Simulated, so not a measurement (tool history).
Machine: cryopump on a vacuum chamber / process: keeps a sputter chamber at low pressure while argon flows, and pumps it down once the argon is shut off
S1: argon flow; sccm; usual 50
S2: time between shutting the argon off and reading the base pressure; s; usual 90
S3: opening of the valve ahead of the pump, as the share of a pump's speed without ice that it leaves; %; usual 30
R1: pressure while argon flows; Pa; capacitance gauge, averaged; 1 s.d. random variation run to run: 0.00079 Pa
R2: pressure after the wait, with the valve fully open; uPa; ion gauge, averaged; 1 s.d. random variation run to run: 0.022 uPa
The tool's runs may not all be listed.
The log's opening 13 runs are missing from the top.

run 14 hour=221.6 | S1=50 S2=90 S3=30 | R1=0.1603 R2=1.44
run 15 hour=240.6 | S1=50 S2=90 S3=30 | R1=0.1588 R2=1.43
run 16 hour=258.2 | S1=50 S2=90 S3=30 | R1=0.1613 R2=1.46
run 17 hour=279.4 | S1=50 S2=90 S3=30 | R1=0.1606 R2=1.49
run 18 hour=291.6 | S1=50 S2=90 S3=30 | R1=0.1611 R2=1.46
run 19 hour=303.6 | S1=50 S2=90 S3=52 | R1=0.0954 R2=1.47
run 20 hour=323.1 | S1=50 S2=90 S3=52 | R1=0.097 R2=1.47
run 21 hour=336.2 | S1=85 S2=240 S3=44 | R1=0.1908 R2=1.28
run 22 hour=355.3 | S1=27 S2=240 S3=19 | R1=0.1342 R2=1.28
run 23 hour=372 | S1=41 S2=114 S3=25 | R1=0.1576 R2=1.41
run 24 hour=387.7 | S1=26 S2=50 S3=20 | R1=0.1249 R2=1.81
run 25 hour=408.8 | S1=95 S2=52 S3=42 | R1=0.2238 R2=1.84
run 26 hour=421.5 | S1=25 S2=32 S3=17 | R1=0.1413 R2=2.32
run 27 hour=440.8 | S1=57 S2=90 S3=26 | R1=0.2134 R2=1.61
run 28 hour=455 | S1=57 S2=90 S3=26 | R1=0.2118 R2=1.61
run 29 hour=476.8 | S1=74 S2=255 S3=22 | R1=0.3237 R2=1.38
run 30 hour=490.6 | S1=74 S2=255 S3=22 | R1=0.3218 R2=1.34
run 31 hour=508 | S1=36 S2=42 S3=20 | R1=0.1718 R2=2.1
run 32 hour=529.3 | S1=36 S2=42 S3=20 | R1=0.173 R2=2.16
run 33 hour=550.1 | S1=26 S2=42 S3=27 | R1=0.0942 R2=2.19

Branching from run 33: 3 alternative next runs. What would each branch give?
run A hour=561.7 | S1=76 S2=90 S3=30 | R1=? R2=?
run B hour=561.7 | S1=69 S2=54 S3=34 | R1=? R2=?
run C hour=561.7 | S1=50 S2=265 S3=53 | R1=? R2=?

run=A R1=0.2492 R2=1.7
run=B R1=0.2019 R2=1.99
run=C R1=0.0958 R2=1.4
Stripped of hidden state, with their random variation kept, the same runs would have yielded:
run=A R1=0.2343 R2=0.58
run=B R1=0.1883 R2=0.85
run=C R1=0.0861 R2=0.28
